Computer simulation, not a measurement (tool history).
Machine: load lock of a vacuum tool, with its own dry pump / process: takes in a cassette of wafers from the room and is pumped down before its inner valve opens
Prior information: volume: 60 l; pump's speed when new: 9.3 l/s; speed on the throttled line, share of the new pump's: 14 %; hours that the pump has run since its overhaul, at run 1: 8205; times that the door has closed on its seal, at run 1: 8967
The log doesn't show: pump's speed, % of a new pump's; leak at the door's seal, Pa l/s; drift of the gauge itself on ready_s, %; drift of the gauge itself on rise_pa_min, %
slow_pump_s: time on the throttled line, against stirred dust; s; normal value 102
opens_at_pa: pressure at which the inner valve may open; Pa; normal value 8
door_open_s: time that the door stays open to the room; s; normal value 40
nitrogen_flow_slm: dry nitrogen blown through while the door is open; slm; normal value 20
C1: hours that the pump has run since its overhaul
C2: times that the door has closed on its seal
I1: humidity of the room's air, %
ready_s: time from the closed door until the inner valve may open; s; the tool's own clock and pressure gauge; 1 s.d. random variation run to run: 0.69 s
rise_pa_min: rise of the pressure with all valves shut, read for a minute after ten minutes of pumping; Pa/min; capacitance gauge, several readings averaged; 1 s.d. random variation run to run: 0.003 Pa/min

{"run": 1, "hour": 0.0, "slow_pump_s": 102, "opens_at_pa": 8, "door_open_s": 40, "nitrogen_flow_slm": 20, "C1": 8205, "C2": 8967, "I1": 43.7, "ready_s": 154.4, "rise_pa_min": 0.06}
{"run": 2, "hour": 102.7, "slow_pump_s": 102, "opens_at_pa": 9, "door_open_s": 40, "nitrogen_flow_slm": 20, "C1": 8308, "C2": 9224, "I1": 48.2, "ready_s": 154.0, "rise_pa_min": 0.064}
{"run": 3, "hour": 161.3, "slow_pump_s": 102, "opens_at_pa": 9, "door_open_s": 40, "nitrogen_flow_slm": 20, "C1": 8367, "C2": 9370, "I1": 41.9, "ready_s": 153.8, "rise_pa_min": 0.063}
{"run": 4, "hour": 215.6, "slow_pump_s": 102, "opens_at_pa": 8, "door_open_s": 40, "nitrogen_flow_slm": 16, "C1": 8421, "C2": 9506, "I1": 45.3, "ready_s": 155.1, "rise_pa_min": 0.068}
{"run": 5, "hour": 328.1, "slow_pump_s": 102, "opens_at_pa": 8, "door_open_s": 40, "nitrogen_flow_slm": 16, "C1": 8534, "C2": 9787, "I1": 45.2, "ready_s": 155.1, "rise_pa_min": 0.072}
{"run": 6, "hour": 430.0, "slow_pump_s": 102, "opens_at_pa": 8, "door_open_s": 40, "nitrogen_flow_slm": 20, "C1": 8635, "C2": 10041, "I1": 44.0, "ready_s": 154.0, "rise_pa_min": 0.068}
{"run": 7, "hour": 507.9, "slow_pump_s": 102, "opens_at_pa": 8, "door_open_s": 40, "nitrogen_flow_slm": 20, "C1": 8713, "C2": 10235, "I1": 46.7, "ready_s": 155.6, "rise_pa_min": 0.069}
{"run": 8, "hour": 611.7, "slow_pump_s": 102, "opens_at_pa": 8, "door_open_s": 40, "nitrogen_flow_slm": 20, "C1": 8817, "C2": 10495, "I1": 44.8, "ready_s": 155.6, "rise_pa_min": 0.069}
{"run": 9, "hour": 705.2, "slow_pump_s": 102, "opens_at_pa": 8, "door_open_s": 40, "nitrogen_flow_slm": 20, "C1": 8911, "C2": 10728, "I1": 44.8, "ready_s": 155.4, "rise_pa_min": 0.074}
{"run": 10, "hour": 816.5, "slow_pump_s": 102, "opens_at_pa": 8, "door_open_s": 40, "nitrogen_flow_slm": 20, "C1": 9022, "C2": 11006, "I1": 44.2, "ready_s": 153.2, "rise_pa_min": 0.072}
{"run": 11, "hour": 905.6, "slow_pump_s": 102, "opens_at_pa": 8, "door_open_s": 40, "nitrogen_flow_slm": 20, "C1": 9111, "C2": 11229, "I1": 44.9, "ready_s": 154.4, "rise_pa_min": 0.07}
{"run": 12, "hour": 956.7, "slow_pump_s": 102, "opens_at_pa": 8, "door_open_s": 40, "nitrogen_flow_slm": 10, "C1": 9162, "C2": 11356, "I1": 47.7, "ready_s": 155.5, "rise_pa_min": 0.085}
{"run": 13, "hour": 1025.8, "slow_pump_s": 102, "opens_at_pa": 8, "door_open_s": 40, "nitrogen_flow_slm": 20, "C1": 9231, "C2": 11529, "I1": 42.3, "ready_s": 154.8, "rise_pa_min": 0.078}
{"run": 14, "hour": 1122.5, "slow_pump_s": 102, "opens_at_pa": 8, "door_open_s": 40, "nitrogen_flow_slm": 20, "C1": 9328, "C2": 11770, "I1": 44.0, "ready_s": 154.4, "rise_pa_min": 0.081}
{"run": 15, "hour": 1218.5, "slow_pump_s": 102, "opens_at_pa": 8, "door_open_s": 40, "nitrogen_flow_slm": 16, "C1": 9424, "C2": 12010, "I1": 44.1, "ready_s": 155.8, "rise_pa_min": 0.077}
{"run": 16, "hour": 1277.1, "slow_pump_s": 102, "opens_at_pa": 8, "door_open_s": 40, "nitrogen_flow_slm": 16, "C1": 9483, "C2": 12156, "I1": 46.3, "ready_s": 155.5, "rise_pa_min": 0.086}
{"run": 17, "hour": 1390.7, "slow_pump_s": 102, "opens_at_pa": 8, "door_open_s": 40, "nitrogen_flow_slm": 16, "C1": 9596, "C2": 12440, "I1": 47.1, "ready_s": 155.4, "rise_pa_min": 0.088}
{"run": 18, "hour": 1476.6, "slow_pump_s": 102, "opens_at_pa": 8, "door_open_s": 40, "nitrogen_flow_slm": 16, "C1": 9682, "C2": 12654, "I1": 41.8, "ready_s": 154.8, "rise_pa_min": 0.083}
{"run": 19, "hour": 1537.9, "slow_pump_s": 102, "opens_at_pa": 8, "door_open_s": 40, "nitrogen_flow_slm": 16, "C1": 9743, "C2": 12807, "I1": 48.0, "ready_s": 155.5, "rise_pa_min": 0.086}
{"run": 20, "hour": 1609.9, "slow_pump_s": 102, "opens_at_pa": 8, "door_open_s": 40, "nitrogen_flow_slm": 16, "C1": 9815, "C2": 12987, "I1": 44.6, "ready_s": 156.3, "rise_pa_min": 0.083}
{"run": 21, "hour": 1705.8, "slow_pump_s": 102, "opens_at_pa": 8, "door_open_s": 40, "nitrogen_flow_slm": 16, "C1": 9911, "C2": 13226, "I1": 45.5, "ready_s": 155.5, "rise_pa_min": 0.088}
{"run": 22, "hour": 1785.3, "slow_pump_s": 102, "opens_at_pa": 8, "door_open_s": 40, "nitrogen_flow_slm": 16, "C1": 9991, "C2": 13425, "I1": 46.2, "ready_s": 155.4, "rise_pa_min": 0.091}
{"run": 23, "hour": 1834.0, "slow_pump_s": 77, "opens_at_pa": 8, "door_open_s": 40, "nitrogen_flow_slm": 20, "C1": 10040, "C2": 13547, "I1": 45.7, "ready_s": 134.8, "rise_pa_min": 0.089}
{"run": 24, "hour": 1887.1, "slow_pump_s": 77, "opens_at_pa": 8, "door_open_s": 40, "nitrogen_flow_slm": 20, "C1": 10093, "C2": 13679, "I1": 45.3, "ready_s": 134.2, "rise_pa_min": 0.091}
{"run": 25, "hour": 1939.8, "slow_pump_s": 135, "opens_at_pa": 16, "door_open_s": 41, "nitrogen_flow_slm": 14, "C1": 10145, "C2": 13811, "I1": 46.8, "ready_s": 176.6, "rise_pa_min": 0.099}
{"run": 26, "hour": 1995.6, "slow_pump_s": 102, "opens_at_pa": 11, "door_open_s": 40, "nitrogen_flow_slm": 20, "C1": 10201, "C2": 13950, "I1": 46.6, "ready_s": 154.2, "rise_pa_min": 0.094}
{"run": 27, "hour": 2053.4, "slow_pump_s": 102, "opens_at_pa": 11, "door_open_s": 40, "nitrogen_flow_slm": 20, "C1": 10259, "C2": 14095, "I1": 41.2, "ready_s": 153.8, "rise_pa_min": 0.097}
{"run": 28, "hour": 2102.2, "slow_pump_s": 54, "opens_at_pa": 13, "door_open_s": 40, "nitrogen_flow_slm": 6, "C1": 10308, "C2": 14216, "I1": 45.5, "ready_s": 111.4, "rise_pa_min": 0.101}
{"run": 29, "hour": 2194.7, "slow_pump_s": 54, "opens_at_pa": 15, "door_open_s": 87, "nitrogen_flow_slm": 4, "C1": 10400, "C2": 14447, "I1": 43.0, "ready_s": 110.9, "rise_pa_min": 0.126}
{"run": 30, "hour": 2272.8, "slow_pump_s": 54, "opens_at_pa": 15, "door_open_s": 87, "nitrogen_flow_slm": 4, "C1": 10478, "C2": 14642, "I1": 43.9, "ready_s": 110.8, "rise_pa_min": 0.126}
{"run": 31, "hour": 2336.4, "slow_pump_s": 123, "opens_at_pa": 12, "door_open_s": 87, "nitrogen_flow_slm": 4, "C1": 10542, "C2": 14801, "I1": 46.0, "ready_s": 169.7, "rise_pa_min": 0.133}
{"run": 32, "hour": 2388.2, "slow_pump_s": 123, "opens_at_pa": 12, "door_open_s": 87, "nitrogen_flow_slm": 4, "C1": 10594, "C2": 14930, "I1": 42.5, "ready_s": 171.2, "rise_pa_min": 0.128}
{"run": 33, "hour": 2440.9, "slow_pump_s": 105, "opens_at_pa": 8, "door_open_s": 40, "nitrogen_flow_slm": 32, "C1": 10646, "C2": 15062, "I1": 45.2, "ready_s": 157.8, "rise_pa_min": 0.097}
{"run": 34, "hour": 2525.4, "slow_pump_s": 55, "opens_at_pa": 7, "door_open_s": 40, "nitrogen_flow_slm": 32, "C1": 10731, "C2": 15273, "I1": 46.3, "ready_s": 117.0, "rise_pa_min": 0.1}
{"run": 35, "hour": 2627.3, "slow_pump_s": 55, "opens_at_pa": 7, "door_open_s": 40, "nitrogen_flow_slm": 32, "C1": 10833, "C2": 15528, "I1": 46.1, "ready_s": 116.6, "rise_pa_min": 0.099}
{"run": 36, "hour": 2719.4, "slow_pump_s": 102, "opens_at_pa": 8, "door_open_s": 40, "nitrogen_flow_slm": 5, "C1": 10925, "C2": 15757, "I1": 46.5, "ready_s": 157.1, "rise_pa_min": 0.109}

Below are 3 alternative next runs, each starting from the tool's condition after run 36. Predict each:
{"run": "A", "hour": 2787.4, "slow_pump_s": 102, "opens_at_pa": 8, "door_open_s": 58, "nitrogen_flow_slm": 36, "C1": 10993, "C2": 15927, "I1": 44.6, "ready_s": "?", "rise_pa_min": "?"}
{"run": "B", "hour": 2787.4, "slow_pump_s": 67, "opens_at_pa": 8, "door_open_s": 40, "nitrogen_flow_slm": 7, "C1": 10993, "C2": 15927, "I1": 44.8, "ready_s": "?", "rise_pa_min": "?"}
{"run": "C", "hour": 2787.4, "slow_pump_s": 102, "opens_at_pa": 10, "door_open_s": 112, "nitrogen_flow_slm": 8, "C1": 10993, "C2": 15927, "I1": 45.4, "ready_s": "?", "rise_pa_min": "?"}

run=A ready_s=155.7 rise_pa_min=0.109
run=B ready_s=126.8 rise_pa_min=0.116
run=C ready_s=153.5 rise_pa_min=0.143
Take away the tool's hidden state, keep each run's random variation, and the runs would have read:
run=A ready_s=148.9 rise_pa_min=0.030
run=B ready_s=119.2 rise_pa_min=0.037
run=C ready_s=146.9 rise_pa_min=0.066
